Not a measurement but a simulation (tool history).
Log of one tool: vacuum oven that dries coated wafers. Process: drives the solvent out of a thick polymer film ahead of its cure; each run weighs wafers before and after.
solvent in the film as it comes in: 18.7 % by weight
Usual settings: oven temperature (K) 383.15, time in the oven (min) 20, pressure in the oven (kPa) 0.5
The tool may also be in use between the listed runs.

run 1 hour=0 | oven_temperature_(K)=383.15 time_in_the_oven_(min)=20 pressure_in_the_oven_(kPa)=0.5 | solvent_left_in_the_film_(%)=1.86
run 2 hour=76.3 | oven_temperature_(K)=383.15 time_in_the_oven_(min)=20 pressure_in_the_oven_(kPa)=0.5 | solvent_left_in_the_film_(%)=1.89
run 3 hour=174.9 | oven_temperature_(K)=383.15 time_in_the_oven_(min)=20 pressure_in_the_oven_(kPa)=0.5 | solvent_left_in_the_film_(%)=1.93
run 4 hour=270.2 | oven_temperature_(K)=376.15 time_in_the_oven_(min)=20 pressure_in_the_oven_(kPa)=0.5 | solvent_left_in_the_film_(%)=3.58
run 5 hour=365.1 | oven_temperature_(K)=376.15 time_in_the_oven_(min)=20 pressure_in_the_oven_(kPa)=0.54 | solvent_left_in_the_film_(%)=3.56
run 6 hour=452.7 | oven_temperature_(K)=383.15 time_in_the_oven_(min)=20 pressure_in_the_oven_(kPa)=1.082 | solvent_left_in_the_film_(%)=2.17
run 7 hour=582.6 | oven_temperature_(K)=383.15 time_in_the_oven_(min)=32 pressure_in_the_oven_(kPa)=0.927 | solvent_left_in_the_film_(%)=1.07
run 8 hour=676 | oven_temperature_(K)=381.15 time_in_the_oven_(min)=20 pressure_in_the_oven_(kPa)=0.5 | solvent_left_in_the_film_(%)=2.43
-- hour=703.5 oven's thermocouples calibrated
run 9 hour=808.7 | oven_temperature_(K)=381.15 time_in_the_oven_(min)=20 pressure_in_the_oven_(kPa)=0.5 | solvent_left_in_the_film_(%)=2.26
run 10 hour=936.6 | oven_temperature_(K)=375.15 time_in_the_oven_(min)=20 pressure_in_the_oven_(kPa)=1.05 | solvent_left_in_the_film_(%)=4.01

3 ways to go on from here, each from the tool as it stands after run 10. What would each give?
run A hour=1024.5 | oven_temperature_(K)=375.15 time_in_the_oven_(min)=20 pressure_in_the_oven_(kPa)=0.644 | solvent_left_in_the_film_(%)=?
run B hour=1024.5 | oven_temperature_(K)=371.15 time_in_the_oven_(min)=20 pressure_in_the_oven_(kPa)=0.5 | solvent_left_in_the_film_(%)=?
run C hour=1024.5 | oven_temperature_(K)=386.15 time_in_the_oven_(min)=18 pressure_in_the_oven_(kPa)=0.5 | solvent_left_in_the_film_(%)=?

run=A solvent_left_in_the_film_(%)=3.89
run=B solvent_left_in_the_film_(%)=4.82
run=C solvent_left_in_the_film_(%)=1.76
Without the tool's hidden state the same runs would have given:
run=A solvent_left_in_the_film_(%)=3.41
run=B solvent_left_in_the_film_(%)=4.3
run=C solvent_left_in_the_film_(%)=1.41
